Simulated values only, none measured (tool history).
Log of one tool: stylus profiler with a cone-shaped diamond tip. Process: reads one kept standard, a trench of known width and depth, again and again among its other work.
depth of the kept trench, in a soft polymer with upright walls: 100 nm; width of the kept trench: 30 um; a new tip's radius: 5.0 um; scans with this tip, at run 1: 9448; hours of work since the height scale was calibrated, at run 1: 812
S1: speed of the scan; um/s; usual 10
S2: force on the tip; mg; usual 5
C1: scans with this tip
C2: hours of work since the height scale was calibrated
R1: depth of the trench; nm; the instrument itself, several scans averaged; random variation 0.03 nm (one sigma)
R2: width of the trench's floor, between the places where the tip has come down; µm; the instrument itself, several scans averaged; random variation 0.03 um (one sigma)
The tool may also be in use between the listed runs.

run 1 day=0 | S1=10 S2=5 | C1=9448 C2=812 | R1=100.97 R2=27.39
run 2 day=1.221 | S1=4 S2=5 | C1=9709 C2=835 | R1=100.95 R2=27.39
run 3 day=3.742 | S1=10 S2=5 | C1=10250 C2=881 | R1=100.94 R2=27.33
run 4 day=5.683 | S1=10 S2=5 | C1=10668 C2=917 | R1=100.97 R2=27.32
run 5 day=6.783 | S1=10 S2=5 | C1=10903 C2=937 | R1=100.92 R2=27.3
run 6 day=8.708 | S1=10 S2=5 | C1=11316 C2=973 | R1=100.96 R2=27.32
run 7 day=10.358 | S1=21 S2=5 | C1=11671 C2=1003 | R1=100.9 R2=27.27
run 8 day=12.596 | S1=10 S2=5 | C1=12151 C2=1045 | R1=100.88 R2=27.24
run 9 day=14.558 | S1=10 S2=4.67 | C1=12572 C2=1081 | R1=100.89 R2=27.21
run 10 day=16.812 | S1=10 S2=4.67 | C1=13056 C2=1122 | R1=100.82 R2=27.26
run 11 day=19.238 | S1=10 S2=4.67 | C1=13576 C2=1167 | R1=100.8 R2=27.21
run 12 day=21.646 | S1=10 S2=4.67 | C1=14093 C2=1212 | R1=100.78 R2=27.14
-- day=22.45 height scale calibrated on a step standard
run 13 day=23.538 | S1=10 S2=4.67 | C1=14494 C2=20 | R1=100.61 R2=27.15
run 14 day=25 | S1=4 S2=8.07 | C1=14808 C2=47 | R1=101.15 R2=27.16
run 15 day=26.633 | S1=4 S2=2.93 | C1=15158 C2=77 | R1=100.31 R2=27.09
run 16 day=28.775 | S1=4 S2=2.93 | C1=15619 C2=117 | R1=100.24 R2=27.13
run 17 day=29.883 | S1=4 S2=2.93 | C1=15856 C2=137 | R1=100.26 R2=27.1
run 18 day=32.25 | S1=4 S2=2.93 | C1=16364 C2=181 | R1=100.19 R2=27.02
run 19 day=33.5 | S1=25 S2=5.83 | C1=16632 C2=204 | R1=100.77 R2=26.97
run 20 day=34.608 | S1=8 S2=1.8 | C1=16870 C2=224 | R1=100.04 R2=26.95
-- day=36.65 height scale calibrated on a step standard, once more
run 21 day=36.7 | S1=8 S2=1.8 | C1=17314 C2=1 | R1=100.64 R2=27.06

Some steps in R1 between neighbouring runs. How much of each would the tool show without its hidden state too (settings, what came in, random variation), and how much is left for the hidden state, with any gauge scatter that isn't in both results?
The hidden state here: radius of the tip, um; height scale over the true one, %; drift of the gauge itself on depth_nm, %; drift of the gauge itself on floor_um, %.
Run 12 -> 13: height scale calibrated on a step standard. R1 -0.17 nm: hidden state -0.15, all else -0.02.
Run 14 -> 15: S2 8.07 -> 2.93. R1 -0.84 nm: hidden state +0, all else -0.84.
Run 19 -> 20: S1 25 -> 8, S2 5.83 -> 1.8. R1 -0.73 nm: hidden state +0, all else -0.73.
Run 20 -> 21: height scale calibrated on a step standard, once more. R1 +0.6 nm: hidden state +0.65, all else -0.05.
